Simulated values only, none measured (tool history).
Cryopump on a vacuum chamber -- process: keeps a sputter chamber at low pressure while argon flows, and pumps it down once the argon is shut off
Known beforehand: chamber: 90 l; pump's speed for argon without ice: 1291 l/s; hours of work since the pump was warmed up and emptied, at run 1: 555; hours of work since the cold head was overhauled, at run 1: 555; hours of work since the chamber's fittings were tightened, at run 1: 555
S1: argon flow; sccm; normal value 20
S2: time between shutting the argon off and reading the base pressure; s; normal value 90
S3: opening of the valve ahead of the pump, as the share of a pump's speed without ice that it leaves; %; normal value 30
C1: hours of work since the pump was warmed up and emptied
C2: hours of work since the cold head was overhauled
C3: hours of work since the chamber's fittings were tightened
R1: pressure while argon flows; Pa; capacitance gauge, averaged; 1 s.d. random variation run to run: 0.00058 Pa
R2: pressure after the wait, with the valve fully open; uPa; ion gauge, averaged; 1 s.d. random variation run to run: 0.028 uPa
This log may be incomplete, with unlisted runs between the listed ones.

{"run": 1, "hour": 0.0, "S1": 20, "S2": 90, "S3": 30, "C1": 555, "C2": 555, "C3": 555, "R1": 0.0915, "R2": 1.62}
{"run": 2, "hour": 30.7, "S1": 20, "S2": 90, "S3": 30, "C1": 570, "C2": 570, "C3": 570, "R1": 0.0917, "R2": 1.68}
{"run": 3, "hour": 96.3, "S1": 20, "S2": 90, "S3": 30, "C1": 603, "C2": 603, "C3": 603, "R1": 0.0928, "R2": 1.68}
{"run": 4, "hour": 148.6, "S1": 20, "S2": 90, "S3": 30, "C1": 629, "C2": 629, "C3": 629, "R1": 0.0914, "R2": 1.65}
{"run": 5, "hour": 184.0, "S1": 20, "S2": 90, "S3": 30, "C1": 647, "C2": 647, "C3": 647, "R1": 0.0927, "R2": 1.68}
{"run": 6, "hour": 239.2, "S1": 20, "S2": 90, "S3": 30, "C1": 674, "C2": 674, "C3": 674, "R1": 0.0931, "R2": 1.67}
{"run": 7, "hour": 285.4, "S1": 20, "S2": 90, "S3": 30, "C1": 697, "C2": 697, "C3": 697, "R1": 0.0939, "R2": 1.68}
{"run": 8, "hour": 352.5, "S1": 20, "S2": 90, "S3": 42, "C1": 731, "C2": 731, "C3": 731, "R1": 0.0689, "R2": 1.75}
{"run": 9, "hour": 403.7, "S1": 22, "S2": 90, "S3": 30, "C1": 756, "C2": 756, "C3": 756, "R1": 0.1039, "R2": 1.68}
{"run": 10, "hour": 443.8, "S1": 12, "S2": 90, "S3": 20, "C1": 776, "C2": 776, "C3": 776, "R1": 0.0825, "R2": 1.73}
{"run": 11, "hour": 475.4, "S1": 20, "S2": 21, "S3": 40, "C1": 792, "C2": 792, "C3": 792, "R1": 0.0726, "R2": 5.29}
{"run": 12, "hour": 508.3, "S1": 20, "S2": 21, "S3": 40, "C1": 808, "C2": 808, "C3": 808, "R1": 0.0717, "R2": 5.31}
{"run": 13, "hour": 543.7, "S1": 12, "S2": 138, "S3": 30, "C1": 826, "C2": 826, "C3": 826, "R1": 0.0569, "R2": 1.42}
{"run": 14, "hour": 576.9, "S1": 12, "S2": 138, "S3": 30, "C1": 842, "C2": 842, "C3": 842, "R1": 0.056, "R2": 1.43}
{"run": 15, "hour": 625.3, "S1": 12, "S2": 45, "S3": 49, "C1": 867, "C2": 867, "C3": 867, "R1": 0.0367, "R2": 2.89}
{"run": 16, "hour": 667.8, "S1": 16, "S2": 74, "S3": 47, "C1": 888, "C2": 888, "C3": 888, "R1": 0.0513, "R2": 2.02}
{"run": 17, "hour": 705.9, "S1": 16, "S2": 84, "S3": 47, "C1": 907, "C2": 907, "C3": 907, "R1": 0.0508, "R2": 1.93}

Here are 3 independent what-if runs from the current tool condition. What would each one return?
{"run": "A", "hour": 762.9, "S1": 36, "S2": 214, "S3": 38, "C1": 935, "C2": 935, "C3": 935, "R1": "?", "R2": "?"}
{"run": "B", "hour": 762.9, "S1": 16, "S2": 84, "S3": 41, "C1": 935, "C2": 935, "C3": 935, "R1": "?", "R2": "?"}
{"run": "C", "hour": 762.9, "S1": 20, "S2": 31, "S3": 30, "C1": 935, "C2": 935, "C3": 935, "R1": "?", "R2": "?"}

run=A R1=0.1389 R2=1.21
run=B R1=0.0588 R2=1.91
run=C R1=0.0950 R2=3.85
Had the tool no hidden state, the same runs would have come out as:
run=A R1=0.1237 R2=0.70
run=B R1=0.0521 R2=1.39
run=C R1=0.0866 R2=3.34
